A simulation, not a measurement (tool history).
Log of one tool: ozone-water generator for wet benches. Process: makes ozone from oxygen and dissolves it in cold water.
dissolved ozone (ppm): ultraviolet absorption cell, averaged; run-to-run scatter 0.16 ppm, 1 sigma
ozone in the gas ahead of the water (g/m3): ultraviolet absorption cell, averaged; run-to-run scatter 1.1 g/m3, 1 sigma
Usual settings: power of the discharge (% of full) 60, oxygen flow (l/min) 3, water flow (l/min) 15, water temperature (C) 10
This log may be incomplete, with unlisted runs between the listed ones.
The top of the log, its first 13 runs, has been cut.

run    hour  power of the discharge (% of full)  oxygen flow (l/min)  water flow (l/min)  water temperature (C)  hours of work since the electrodes were changed  hours of work since the contactor was cleaned  hours of work since the thermometer was calibrated  dissolved ozone (ppm)  ozone in the gas ahead of the water (g/m3)
 14   545.2                                  60                    3                  15                     10                                             1419                                           1011                                                3123                   19.5                                       177.4
 15   594.3                                  60                    3                  15                     10                                             1462                                           1053                                                3166                   19.5                                       176.4
 16   618.9                                  60                    3                  15                     10                                             1483                                           1074                                                3187                   19.5                                       176.3
 17   660.9                                  60                 3.55                  15                      7                                             1520                                           1111                                                3223                   20.8                                       164.8
 18   684.4                                  60                    3                  15                      8                                             1540                                           1131                                                3244                   19.9                                       177.6
 19   731.7                                  60                    3                  15                      8                                             1581                                           1172                                                3285                   19.7                                       176.9
 20   764.5                                  92                 2.23                  17                     18                                             1610                                           1201                                                3313                   17.9                                       248.6
 21   816.6                                  92                 2.23                  17                     18                                             1655                                           1246                                                3358                   18.4                                         244
      823.9  -- contactor cleaned
 22   870.6                                  41                 2.23                  17                     18                                             1698                                             40                                                3401                   11.7                                       164.1
 23     895                                  41                 2.23                  17                     18                                             1719                                             62                                                3423                     12                                       164.4
 24   918.4                                  41                 2.15                  17                     18                                             1739                                             82                                                3443                   11.8                                       164.8
 25   956.5                                  41                 2.15                  17                     18                                             1772                                            115                                                3476                   11.7                                       164.4
 26   994.9                                  60                 4.27                  15                     10                                             1806                                            148                                                3509                   20.7                                       152.1
 27  1049.9                                  63                    3                  15                     10                                             1853                                            196                                                3557                   19.3                                       178.9
 28    1075                                  63                 2.63                  15                     10                                             1875                                            218                                                3579                   18.6                                       189.3
     1103.2  -- contactor cleaned, once more
 29  1122.4                                  63                 2.63                  15                     10                                             1913                                             17                                                3616                   19.1                                       187.9
 30  1157.3                                  63                 2.63                  15                     10                                             1943                                             47                                                3646                   19.1                                       185.9
 31  1200.2                                  79                    3                  20                     11                                             1980                                             84                                                3684                   16.8                                       198.4
 32  1225.7                                  79                    3                  20                     11                                             2002                                            106                                                3706                   16.8                                       198.9

Below are 3 alternative next runs, each starting from the tool's condition after run 32. Predict each:
  A  1274.4                                  60                    3                  10                      5                                             2044                                            148                                                3748                      ?                                           ?
  B  1274.4                                  60                    3                  15                     12                                             2044                                            148                                                3748                      ?                                           ?
  C  1274.4                                  79                    3                  11                     11                                             2044                                            148                                                3748                      ?                                           ?

run  dissolved ozone (ppm)  ozone in the gas ahead of the water (g/m3)
  A                   28.7                                       174.2
  B                   18.8                                       173.2
  C                   28.2                                       200.7
What these runs would have given with no unlogged condition in the tool:
run  dissolved ozone (ppm)  ozone in the gas ahead of the water (g/m3)
  A                   30.9                                       185.7
  B                   20.3                                       184.6
  C                   30.7                                       215.9
